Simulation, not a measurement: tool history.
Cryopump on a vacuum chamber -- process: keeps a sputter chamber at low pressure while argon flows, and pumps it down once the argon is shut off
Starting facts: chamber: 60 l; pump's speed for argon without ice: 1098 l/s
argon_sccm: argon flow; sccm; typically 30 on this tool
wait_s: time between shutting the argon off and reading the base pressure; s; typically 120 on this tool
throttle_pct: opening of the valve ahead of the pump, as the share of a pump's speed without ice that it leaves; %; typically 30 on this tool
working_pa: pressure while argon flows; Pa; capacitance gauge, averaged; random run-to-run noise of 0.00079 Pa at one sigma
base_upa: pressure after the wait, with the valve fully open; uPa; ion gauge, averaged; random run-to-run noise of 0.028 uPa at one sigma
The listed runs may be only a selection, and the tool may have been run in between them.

{"run": 1, "hour": 0.0, "argon_sccm": 30, "wait_s": 120, "throttle_pct": 30, "working_pa": 0.1592, "base_upa": 3.05}
{"run": 2, "hour": 23.7, "argon_sccm": 43, "wait_s": 120, "throttle_pct": 30, "working_pa": 0.2267, "base_upa": 3.09}
{"run": 3, "hour": 50.1, "argon_sccm": 43, "wait_s": 120, "throttle_pct": 30, "working_pa": 0.2276, "base_upa": 3.1}
{"run": 4, "hour": 69.4, "argon_sccm": 30, "wait_s": 120, "throttle_pct": 30, "working_pa": 0.1591, "base_upa": 3.08}
{"run": 5, "hour": 94.9, "argon_sccm": 32, "wait_s": 120, "throttle_pct": 30, "working_pa": 0.1706, "base_upa": 3.13}
{"run": 6, "hour": 112.1, "argon_sccm": 12, "wait_s": 120, "throttle_pct": 30, "working_pa": 0.0633, "base_upa": 3.19}
{"run": 7, "hour": 128.7, "argon_sccm": 12, "wait_s": 120, "throttle_pct": 30, "working_pa": 0.0647, "base_upa": 3.19}
{"run": 8, "hour": 150.6, "argon_sccm": 30, "wait_s": 120, "throttle_pct": 30, "working_pa": 0.1609, "base_upa": 3.16}
{"run": 9, "hour": 173.5, "argon_sccm": 30, "wait_s": 120, "throttle_pct": 27, "working_pa": 0.1793, "base_upa": 3.28}
{"run": 10, "hour": 209.8, "argon_sccm": 30, "wait_s": 120, "throttle_pct": 17, "working_pa": 0.2786, "base_upa": 3.26}
{"run": 11, "hour": 234.6, "argon_sccm": 30, "wait_s": 120, "throttle_pct": 17, "working_pa": 0.2801, "base_upa": 3.42}
{"run": 12, "hour": 269.0, "argon_sccm": 30, "wait_s": 29, "throttle_pct": 18, "working_pa": 0.2659, "base_upa": 6.64}
{"run": 13, "hour": 297.1, "argon_sccm": 30, "wait_s": 29, "throttle_pct": 18, "working_pa": 0.2673, "base_upa": 6.68}
{"run": 14, "hour": 327.9, "argon_sccm": 30, "wait_s": 60, "throttle_pct": 54, "working_pa": 0.0966, "base_upa": 4.58}
{"run": 15, "hour": 351.8, "argon_sccm": 50, "wait_s": 60, "throttle_pct": 54, "working_pa": 0.1614, "base_upa": 4.63}
{"run": 16, "hour": 383.8, "argon_sccm": 14, "wait_s": 32, "throttle_pct": 59, "working_pa": 0.0428, "base_upa": 6.41}
{"run": 17, "hour": 399.8, "argon_sccm": 14, "wait_s": 32, "throttle_pct": 59, "working_pa": 0.0431, "base_upa": 6.7}
{"run": 18, "hour": 419.7, "argon_sccm": 32, "wait_s": 222, "throttle_pct": 21, "working_pa": 0.249, "base_upa": 3.29}
{"run": 19, "hour": 449.3, "argon_sccm": 15, "wait_s": 99, "throttle_pct": 30, "working_pa": 0.0832, "base_upa": 4.12}

Run 20 is up next; what results do you expect?
{"run": 20, "hour": 472.3, "argon_sccm": 15, "wait_s": 99, "throttle_pct": 30, "working_pa": "?", "base_upa": "?"}

{"run 20": {"working_pa": 0.0843, "base_upa": 4.2}}
If the tool had no hidden condition, the same run with the same run-to-run variation would have returned working_pa 0.0769 Pa, base_upa 1.52 uPa.
